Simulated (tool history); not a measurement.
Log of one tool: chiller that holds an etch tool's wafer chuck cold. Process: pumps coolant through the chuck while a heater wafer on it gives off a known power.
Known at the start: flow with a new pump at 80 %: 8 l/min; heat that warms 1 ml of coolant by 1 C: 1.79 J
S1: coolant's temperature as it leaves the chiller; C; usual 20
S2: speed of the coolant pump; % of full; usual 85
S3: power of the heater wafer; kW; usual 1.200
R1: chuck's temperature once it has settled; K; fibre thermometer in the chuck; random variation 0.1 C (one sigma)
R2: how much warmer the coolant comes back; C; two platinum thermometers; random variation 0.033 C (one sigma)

Run 1, day 0.000: usual settings. Result: R1 303.65 K, R2 4.98 C.
Run 2, day 6.642: usual settings. Result: R1 303.85 K, R2 4.97 C.
Run 3, day 10.383: usual settings. Result: R1 303.85 K, R2 5.00 C.
Run 4, day 15.608: usual settings but S2 90 % of full. Result: R1 303.45 K, R2 4.76 C.
Run 5, day 18.488: usual settings but S2 90 % of full. Result: R1 303.35 K, R2 4.81 C.
Run 6, day 21.633: usual settings but S2 90 % of full. Result: R1 303.45 K, R2 4.76 C.
Run 7, day 26.142: usual settings but S2 90 % of full. Result: R1 303.45 K, R2 4.78 C.
Run 8, day 32.304: usual settings but S2 90 % of full. Result: R1 303.55 K, R2 4.76 C.
Run 9, day 35.658: usual settings but S2 90 % of full. Result: R1 303.75 K, R2 4.86 C.
Run 10, day 41.800: usual settings. Result: R1 304.25 K, R2 5.14 C.
At day 46.850: coolant changed, channels flushed.
Run 11, day 47.604: usual settings. Result: R1 303.05 K, R2 5.15 C.
At day 53.112: chiller's thermometer calibrated.
Run 12, day 53.125: usual settings. Result: R1 303.55 K, R2 5.20 C.
Run 13, day 59.333: usual settings but S1 17 C. Result: R1 300.75 K, R2 5.19 C.
Run 14, day 64.538: usual settings but S1 17 C. Result: R1 300.55 K, R2 5.19 C.
Run 15, day 68.362: usual settings. Result: R1 303.55 K, R2 5.21 C.
Run 16, day 73.900: usual settings. Result: R1 303.85 K, R2 5.31 C.
Run 17, day 79.696: usual settings but S1 22 C, S2 84 % of full, S3 1.112 kW. Result: R1 305.25 K, R2 4.93 C.
Run 18, day 83.592: usual settings but S1 22 C, S2 84 % of full, S3 1.112 kW. Result: R1 305.25 K, R2 4.95 C.
Run 19, day 86.683: usual settings but S1 22 C, S2 86 % of full, S3 1.112 kW. Result: R1 305.05 K, R2 4.85 C.
Run 20, day 90.138: usual settings but S2 67 % of full, S3 1.726 kW. Result: R1 312.65 K, R2 9.78 C.
Run 21, day 96.496: usual settings but S3 0.860 kW. Result: R1 301.05 K, R2 3.89 C.
Run 22, day 101.383: usual settings but S1 28 C, S2 68 % of full, S3 1.270 kW. Result: R1 315.55 K, R2 7.21 C.
Run 23, day 107.671: usual settings but S1 28 C, S2 68 % of full, S3 0.778 kW. Result: R1 310.05 K, R2 4.39 C.
Run 24, day 112.512: usual settings but S1 19 C, S2 75 % of full, S3 0.926 kW. Result: R1 301.75 K, R2 4.81 C.
Run 25, day 117.067: usual settings but S1 25 C. Result: R1 309.55 K, R2 5.49 C.
Run 26, day 121.712: usual settings but S1 10 C, S2 82 % of full, S3 1.572 kW. Result: R1 298.75 K, R2 7.43 C.

The next listed run, before its measurement:
Run 27, day 124.483: usual settings but S1 16 C, S2 97 % of full, S3 1.572 kW. Result: R1 ?, R2 ?.

{"run 27": {"R1": 302.75, "R2": 6.2}}
Without the tool's hidden state the same run would have given R1 300.05 K, R2 5.33 C.
